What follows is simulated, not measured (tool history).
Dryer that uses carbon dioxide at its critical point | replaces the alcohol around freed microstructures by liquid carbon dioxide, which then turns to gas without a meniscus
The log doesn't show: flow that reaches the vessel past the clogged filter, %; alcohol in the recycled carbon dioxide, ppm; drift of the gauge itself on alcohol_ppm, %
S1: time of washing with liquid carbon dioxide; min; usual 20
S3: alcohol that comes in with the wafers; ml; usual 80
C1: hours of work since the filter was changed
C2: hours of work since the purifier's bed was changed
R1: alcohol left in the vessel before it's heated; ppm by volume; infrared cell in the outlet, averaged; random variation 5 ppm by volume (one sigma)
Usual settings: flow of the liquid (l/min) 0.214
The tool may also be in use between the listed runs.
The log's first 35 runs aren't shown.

Run 36, hour 285.1: usual settings but S1 16 min, flow of the liquid (l/min) 0.224, S3 93 ml; C1 249; C2 277. Result: R1 374 ppm by volume.
Run 37, hour 294.7: usual settings but S1 15 min, flow of the liquid (l/min) 0.204; C1 253; C2 281. Result: R1 749 ppm by volume.
Run 38, hour 302.3: usual settings but S1 15 min, flow of the liquid (l/min) 0.204; C1 256; C2 284. Result: R1 770 ppm by volume.
Run 39, hour 312.1: usual settings but S1 12 min, flow of the liquid (l/min) 0.228, S3 31 ml; C1 260; C2 289. Result: R1 557 ppm by volume.
Run 40, hour 320.5: usual settings but flow of the liquid (l/min) 0.154; C1 264; C2 292. Result: R1 726 ppm by volume.
Run 41, hour 329.9: usual settings but flow of the liquid (l/min) 0.154; C1 268; C2 296. Result: R1 709 ppm by volume.
Run 42, hour 338.6: usual settings but S1 17 min, S3 89 ml; C1 271; C2 300. Result: R1 360 ppm by volume.
Run 43, hour 347.2: usual settings but S1 17 min, S3 89 ml; C1 275; C2 304. Result: R1 342 ppm by volume.
Run 44, hour 357.5: usual settings but S1 17 min, S3 89 ml; C1 279; C2 308. Result: R1 338 ppm by volume.
Run 45, hour 363.0: usual settings but S1 21 min, flow of the liquid (l/min) 0.202, S3 46 ml; C1 282; C2 310. Result: R1 95 ppm by volume.
Run 46, hour 373.9: usual settings; C1 286; C2 315. Result: R1 133 ppm by volume.
Run 47, hour 384.3: usual settings but S1 13 min, flow of the liquid (l/min) 0.146; C1 291; C2 319. Result: R1 5660 ppm by volume.
Run 48, hour 394.0: usual settings but S1 12 min, flow of the liquid (l/min) 0.286, S3 21 ml; C1 295; C2 323. Result: R1 156 ppm by volume.

3 ways to go on from here, each from the tool as it stands after run 48. What would each give?
Run A, hour 405.0: usual settings but S1 21 min, flow of the liquid (l/min) 0.300, S3 30 ml; C1 300; C2 328. Result: R1 ?.
Run B, hour 405.0: usual settings but S1 18 min, flow of the liquid (l/min) 0.290, S3 61 ml; C1 300; C2 328. Result: R1 ?.
Run C, hour 405.0: usual settings but S1 15 min; C1 300; C2 328. Result: R1 ?.

run   R1
  A   33
  B   57
  C  665
Without the tool's hidden state the same runs would have given:
run   R1
  A    0
  B   11
  C  331
